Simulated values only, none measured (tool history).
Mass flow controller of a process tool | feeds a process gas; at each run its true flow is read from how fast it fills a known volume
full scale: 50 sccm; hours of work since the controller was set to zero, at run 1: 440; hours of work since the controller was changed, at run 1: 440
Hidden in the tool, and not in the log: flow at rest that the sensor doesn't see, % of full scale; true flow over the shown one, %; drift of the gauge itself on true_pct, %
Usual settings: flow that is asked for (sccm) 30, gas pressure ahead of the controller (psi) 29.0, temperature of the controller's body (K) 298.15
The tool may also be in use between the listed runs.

run   hour  flow that is asked for (sccm)  gas pressure ahead of the controller (psi)  temperature of the controller's body (K)  hours of work since the controller was set to zero  hours of work since the controller was changed  true flow (%)
  1    0.0                             30                                        29.0                                    298.15                                                 440                                             440          99.31
  2   61.4                             30                                        29.0                                    298.15                                                 460                                             460          99.39
  3  120.4                             23                                        29.0                                    298.15                                                 478                                             478          99.23
  4  163.4                             23                                        29.0                                    298.15                                                 492                                             492          99.11
  5  210.0                              5                                        29.0                                    298.15                                                 507                                             507          98.25
  6  294.8                             36                                        30.0                                    298.15                                                 534                                             534          99.30
  7  365.2                             36                                        30.0                                    298.15                                                 556                                             556          99.27
  8  426.9                             13                                        30.0                                    310.15                                                 575                                             575          98.22
  9  483.6                             20                                        21.3                                    295.15                                                 593                                             593          99.60
 10  571.1                             20                                        21.3                                    295.15                                                 621                                             621          99.43

Forecast each of these 5 alternatives for the next run:
  A  616.3                             20                                        28.7                                    295.15                                                 635                                             635              ?
  B  616.3                             30                                        31.6                                    298.15                                                 635                                             635              ?
  C  616.3                             27                                        29.0                                    294.15                                                 635                                             635              ?
  D  616.3                             30                                        28.0                                    303.15                                                 635                                             635              ?
  E  616.3                             20                                        22.5                                    295.15                                                 635                                             635              ?

run  true flow (%)
  A          99.13
  B          99.01
  C          99.42
  D          98.93
  E          99.30
Without the tool's hidden state the same runs would have given:
run  true flow (%)
  A          99.88
  B          99.66
  C         100.09
  D          99.58
  E         100.05
